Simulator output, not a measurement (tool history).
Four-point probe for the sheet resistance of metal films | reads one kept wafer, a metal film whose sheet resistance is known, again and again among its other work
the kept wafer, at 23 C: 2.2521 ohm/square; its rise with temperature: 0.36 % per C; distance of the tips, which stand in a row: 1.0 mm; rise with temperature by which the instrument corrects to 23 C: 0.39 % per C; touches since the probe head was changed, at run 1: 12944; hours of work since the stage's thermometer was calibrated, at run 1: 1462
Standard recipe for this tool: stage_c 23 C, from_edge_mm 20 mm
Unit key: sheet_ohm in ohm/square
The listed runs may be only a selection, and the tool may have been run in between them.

run	hour	stage_c	from_edge_mm	touches since the probe head was changed	hours of work since the stage's thermometer was calibrated	sheet_ohm
1	0.0	23	20	12944	1462	2.254765
2	17.8	23	20	13665	1475	2.255316
3	36.9	23	20	14441	1488	2.254056
4	57.1	23	9	15257	1502	2.266599
5	72.4	24	9	15875	1513	2.265829
6	82.0	24	12	16265	1520	2.259178
7	91.6	24	12	16655	1526	2.259444
8	106.1	24	11	17241	1537	2.260803
9	121.2	23	20	17854	1547	2.254162
10	142.4	23	20	18714	1562	2.253601
11	159.8	25	20	19418	1574	2.252084
12	173.4	25	20	19969	1584	2.252123
13	194.7	23	20	20830	1598	2.253312
14	208.9	23	20	21405	1608	2.253046
15	226.8	26	20	22130	1621	2.250857
16	245.2	30	10	22879	1634	2.257344
17	256.2	34	5	23323	1642	2.290513
18	267.0	35	4	23762	1649	2.316170
19	277.2	35	4	24175	1656	2.315305
20	298.8	30	14	25049	1671	2.251560
21	316.4	23	9	25760	1684	2.264718
22	335.1	24	6	26519	1697	2.281800
23	353.9	23	48	27283	1710	2.250200
24	369.6	30	46	27918	1721	2.246138
# hour 387.5: stage's thermometer calibrated
25	390.0	22	12	28721	2	2.260571
26	399.7	22	12	29115	8	2.261330
27	412.9	22	12	29651	18	2.259967
28	424.7	24	54	30129	26	2.250897

5 options for the next run, each taken on its own from the tool as it stands now. Forecast them:
A	433.6	25	8	30489	32	?
B	433.6	31	5	30489	32	?
C	433.6	23	23	30489	32	?
D	433.6	23	30	30489	32	?
E	433.6	28	3	30489	32	?

run	sheet_ohm
A	2.269091
B	2.293494
C	2.253425
D	2.252973
E	2.374570
Stripped of hidden state, with their random variation kept, the same runs would have yielded:
run	sheet_ohm
A	2.269922
B	2.294348
C	2.254245
D	2.253793
E	2.375441
